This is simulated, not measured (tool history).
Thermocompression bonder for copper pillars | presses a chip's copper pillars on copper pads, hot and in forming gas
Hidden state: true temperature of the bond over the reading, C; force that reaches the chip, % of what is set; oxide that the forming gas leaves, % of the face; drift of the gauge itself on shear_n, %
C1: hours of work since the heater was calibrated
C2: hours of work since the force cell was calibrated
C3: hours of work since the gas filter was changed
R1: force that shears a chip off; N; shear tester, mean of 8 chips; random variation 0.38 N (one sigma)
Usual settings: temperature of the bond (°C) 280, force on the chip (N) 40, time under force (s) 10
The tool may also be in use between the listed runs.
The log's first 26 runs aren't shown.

Run 27, day 19.371: usual settings but temperature of the bond (°C) 297, force on the chip (N) 59, time under force (s) 5; C1 492; C2 255; C3 429. Result: R1 44 N.
Run 28, day 20: usual settings but temperature of the bond (°C) 285, force on the chip (N) 47, time under force (s) 12; C1 499; C2 262; C3 436. Result: R1 48.8 N.
Run 29, day 20.438: usual settings but temperature of the bond (°C) 310, force on the chip (N) 29, time under force (s) 5; C1 504; C2 267; C3 441. Result: R1 34 N.
Run 30, day 21.354: usual settings but temperature of the bond (°C) 300, force on the chip (N) 35, time under force (s) 5; C1 515; C2 277; C3 451. Result: R1 34.9 N.
At day 21.554: forming gas filter changed.
Run 31, day 21.95: usual settings but temperature of the bond (°C) 309, force on the chip (N) 35, time under force (s) 25; C1 521; C2 284; C3 4. Result: R1 69.4 N.
Run 32, day 22.962: usual settings but temperature of the bond (°C) 269, force on the chip (N) 29; C1 532; C2 295; C3 16. Result: R1 31.6 N.
Run 33, day 23.45: usual settings but temperature of the bond (°C) 269, force on the chip (N) 29; C1 538; C2 301; C3 21. Result: R1 31.5 N.
Run 34, day 24.458: usual settings but temperature of the bond (°C) 260, force on the chip (N) 29; C1 549; C2 312; C3 33. Result: R1 28.5 N.
Run 35, day 25.438: usual settings but temperature of the bond (°C) 260, force on the chip (N) 29; C1 560; C2 323; C3 44. Result: R1 28.1 N.
Run 36, day 25.996: usual settings but temperature of the bond (°C) 307, force on the chip (N) 41; C1 567; C2 330; C3 50. Result: R1 52.3 N.
Run 37, day 26.754: usual settings but temperature of the bond (°C) 254, force on the chip (N) 46, time under force (s) 24; C1 575; C2 338; C3 59. Result: R1 47.4 N.
Run 38, day 27.233: usual settings but temperature of the bond (°C) 288, force on the chip (N) 34, time under force (s) 28; C1 581; C2 344; C3 64. Result: R1 60 N.
Run 39, day 27.883: usual settings but temperature of the bond (°C) 302, force on the chip (N) 44, time under force (s) 5; C1 588; C2 351; C3 72. Result: R1 40 N.
Run 40, day 28.788: usual settings but temperature of the bond (°C) 302, force on the chip (N) 44, time under force (s) 5; C1 598; C2 361; C3 82. Result: R1 40.5 N.
Run 41, day 29.638: usual settings but time under force (s) 22; C1 608; C2 371; C3 91. Result: R1 56.3 N.

3 ways to go on from here, each from the tool as it stands after run 41. What would each give?
Run A, day 30.583: usual settings but temperature of the bond (°C) 296; C1 619; C2 382; C3 102. Result: R1 ?.
Run B, day 30.583: usual settings but temperature of the bond (°C) 284, force on the chip (N) 34, time under force (s) 19; C1 619; C2 382; C3 102. Result: R1 ?.
Run C, day 30.583: usual settings but time under force (s) 19; C1 619; C2 382; C3 102. Result: R1 ?.

run    R1
  A  47.6
  B  49.8
  C  52.4
Without the tool's hidden state the same runs would have given:
run    R1
  A  51.4
  B  53.9
  C  56.7
